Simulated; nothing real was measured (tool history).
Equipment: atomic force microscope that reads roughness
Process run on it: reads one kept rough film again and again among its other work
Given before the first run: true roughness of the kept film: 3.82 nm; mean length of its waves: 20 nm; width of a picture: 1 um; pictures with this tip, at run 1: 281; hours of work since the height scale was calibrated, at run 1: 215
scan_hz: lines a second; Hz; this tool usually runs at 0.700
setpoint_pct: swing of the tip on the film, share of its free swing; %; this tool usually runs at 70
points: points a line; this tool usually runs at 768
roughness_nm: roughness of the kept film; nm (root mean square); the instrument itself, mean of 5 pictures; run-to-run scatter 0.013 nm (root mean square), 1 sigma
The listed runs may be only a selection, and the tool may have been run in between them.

| run | hour | scan_hz | setpoint_pct | points | pictures with this tip | hours of work since the height scale was calibrated | roughness_nm |
|---|---|---|---|---|---|---|---|
| 1 | 0.0 | 0.700 | 70 | 768 | 281 | 215 | 2.250 |
|  | 5.2 | new tip fitted |
| 2 | 63.3 | 0.700 | 70 | 768 | 106 | 263 | 2.700 |
| 3 | 123.0 | 0.700 | 67 | 768 | 216 | 308 | 2.354 |
|  | 165.5 | new tip fitted |
| 4 | 176.2 | 0.700 | 67 | 768 | 20 | 348 | 3.029 |
| 5 | 244.9 | 2.108 | 70 | 768 | 146 | 401 | 2.464 |
| 6 | 306.0 | 2.108 | 70 | 768 | 258 | 447 | 2.206 |
|  | 328.2 | new tip fitted |
| 7 | 367.7 | 0.700 | 60 | 768 | 73 | 493 | 2.838 |
| 8 | 417.5 | 0.700 | 60 | 768 | 164 | 531 | 2.513 |
| 9 | 475.8 | 0.700 | 84 | 768 | 271 | 575 | 2.184 |
|  | 487.9 | new tip fitted |
| 10 | 518.4 | 0.700 | 84 | 768 | 56 | 607 | 2.842 |
| 11 | 565.3 | 0.700 | 78 | 768 | 142 | 643 | 2.540 |
| 12 | 633.6 | 0.700 | 70 | 326 | 267 | 695 | 2.153 |
|  | 650.0 | new tip fitted |
| 13 | 702.1 | 0.700 | 70 | 768 | 95 | 746 | 2.732 |
| 14 | 746.0 | 0.700 | 70 | 890 | 176 | 780 | 2.445 |
|  | 810.1 | new tip fitted |
| 15 | 812.2 | 0.700 | 89 | 768 | 4 | 829 | 3.074 |
| 16 | 844.5 | 0.700 | 89 | 768 | 63 | 854 | 2.784 |
| 17 | 897.8 | 1.113 | 89 | 768 | 161 | 894 | 2.400 |
| 18 | 941.0 | 1.113 | 89 | 768 | 240 | 927 | 2.197 |
|  | 968.1 | new tip fitted |
| 19 | 994.5 | 1.113 | 89 | 768 | 49 | 967 | 2.797 |
| 20 | 1061.2 | 0.672 | 88 | 768 | 171 | 1018 | 2.441 |
| 21 | 1100.6 | 0.672 | 88 | 768 | 244 | 1048 | 2.260 |
|  | 1128.3 | new tip fitted |
| 22 | 1134.7 | 0.585 | 64 | 768 | 11 | 1073 | 3.078 |
| 23 | 1181.1 | 1.075 | 70 | 448 | 97 | 1109 | 2.674 |
| 24 | 1237.1 | 1.075 | 70 | 448 | 200 | 1151 | 2.376 |
|  | 1289.5 | new tip fitted |
| 25 | 1305.7 | 1.930 | 70 | 357 | 30 | 1203 | 2.890 |
|  | 1312.0 | height scale calibrated on a step standard |
| 26 | 1373.6 | 1.990 | 67 | 843 | 153 | 47 | 2.488 |
| 27 | 1420.6 | 0.870 | 56 | 843 | 239 | 82 | 2.323 |
|  | 1451.3 | new tip fitted |
| 28 | 1454.8 | 1.675 | 56 | 276 | 7 | 108 | 3.003 |
| 29 | 1505.6 | 1.675 | 56 | 276 | 100 | 147 | 2.638 |
|  | 1543.7 | height scale calibrated on a step standard, once more |
| 30 | 1559.5 | 3.215 | 62 | 319 | 198 | 12 | 2.296 |
| 31 | 1591.7 | 0.581 | 70 | 768 | 257 | 36 | 2.242 |
|  | 1613.1 | new tip fitted |
| 32 | 1651.7 | 0.700 | 65 | 768 | 71 | 82 | 2.835 |
| 33 | 1721.1 | 0.700 | 65 | 768 | 198 | 134 | 2.424 |
|  | 1770.6 | new tip fitted |
| 34 | 1775.9 | 0.748 | 68 | 379 | 9 | 175 | 3.064 |
| 35 | 1841.9 | 0.748 | 68 | 379 | 130 | 225 | 2.573 |
| 36 | 1878.1 | 2.143 | 72 | 470 | 197 | 253 | 2.333 |

4 ways to go on from here, each from the tool as it stands after run 36. What would each give?
| A | 1919.8 | 0.700 | 64 | 391 | 274 | 285 | ? |
| B | 1919.8 | 0.617 | 56 | 452 | 274 | 285 | ? |
| C | 1919.8 | 1.906 | 63 | 403 | 274 | 285 | ? |
| D | 1919.8 | 2.720 | 86 | 269 | 274 | 285 | ? |

| run | roughness_nm |
|---|---|
| A | 2.218 |
| B | 2.235 |
| C | 2.201 |
| D | 1.973 |
Without the tool's unlogged condition, the same runs would have read:
| run | roughness_nm |
|---|---|
| A | 3.120 |
| B | 3.145 |
| C | 3.093 |
| D | 2.774 |
